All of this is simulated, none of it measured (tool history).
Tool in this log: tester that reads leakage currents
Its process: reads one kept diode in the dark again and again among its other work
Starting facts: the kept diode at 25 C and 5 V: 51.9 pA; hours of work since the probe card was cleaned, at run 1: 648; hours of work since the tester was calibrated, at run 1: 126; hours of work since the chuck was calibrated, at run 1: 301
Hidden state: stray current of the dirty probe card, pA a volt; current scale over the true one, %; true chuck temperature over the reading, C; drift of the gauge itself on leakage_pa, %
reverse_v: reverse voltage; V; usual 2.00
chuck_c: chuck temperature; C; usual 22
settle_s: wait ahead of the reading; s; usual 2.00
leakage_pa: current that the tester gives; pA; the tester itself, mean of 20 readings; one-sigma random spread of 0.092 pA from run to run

run     day  reverse_v  chuck_c  settle_s  hours of work since the probe card was cleaned  hours of work since the tester was calibrated  hours of work since the chuck was calibrated  leakage_pa
  1   0.000       2.00       22      2.00                                             648                                            126                                           301       25.93
  2   1.267       2.00       22      2.00                                             663                                            141                                           316       25.89
  3   2.238       2.00       44      2.00                                             674                                            152                                           327      117.79
  4   3.450       2.44       22      2.00                                             688                                            166                                           341       28.83
  5   4.296       2.00       22      2.00                                             698                                            176                                           350       25.82
  6   5.821       2.00       22      2.00                                             715                                            193                                           368       25.92
  7   6.838       3.53       22      2.00                                             727                                            205                                           380       35.22
  8   8.212       3.53       22      2.00                                             743                                            221                                           395       35.23
  9   9.042       2.00       22      2.00                                             752                                            230                                           405       25.72
 10  10.296       2.00       22      2.00                                             767                                            245                                           419       25.84
 11  11.112       2.00       22      2.00                                             776                                            254                                           429       25.67
 12  12.225      18.35       44      3.95                                             789                                            267                                           442      376.46
 13  12.867      18.35       44      3.95                                             796                                            274                                           449      378.14
 14  14.038       8.62       26      9.93                                             810                                            288                                           463       75.33
 15  15.158       8.62       26      9.93                                             822                                            300                                           475       74.52
 16  15.879       8.15       22      2.00                                             831                                            309                                           484       55.47
 17  17.175       8.61       22      5.83                                             846                                            324                                           499       56.73
 18  18.025      12.75       24      0.33                                             855                                            333                                           508       89.60
 19  19.158       4.55       21      2.00                                             868                                            347                                           521       37.42
 20  20.608       4.55       21      2.00                                             885                                            363                                           538       37.48

Below are 4 alternative next runs, each starting from the tool's condition after run 20. Predict each:
  A  21.554       4.55       24      3.10                                             896                                            374                                           549           ?
  B  21.554       6.96       22      2.00                                             896                                            374                                           549           ?
  C  21.554       3.18       25      2.00                                             896                                            374                                           549           ?
  D  21.554       2.59       50      0.85                                             896                                            374                                           549           ?

run  leakage_pa
  A       46.18
  B       50.65
  C       40.85
  D      195.07
What these runs would have given with no unlogged condition in the tool:
run  leakage_pa
  A       46.46
  B       50.28
  C       41.39
  D      200.94
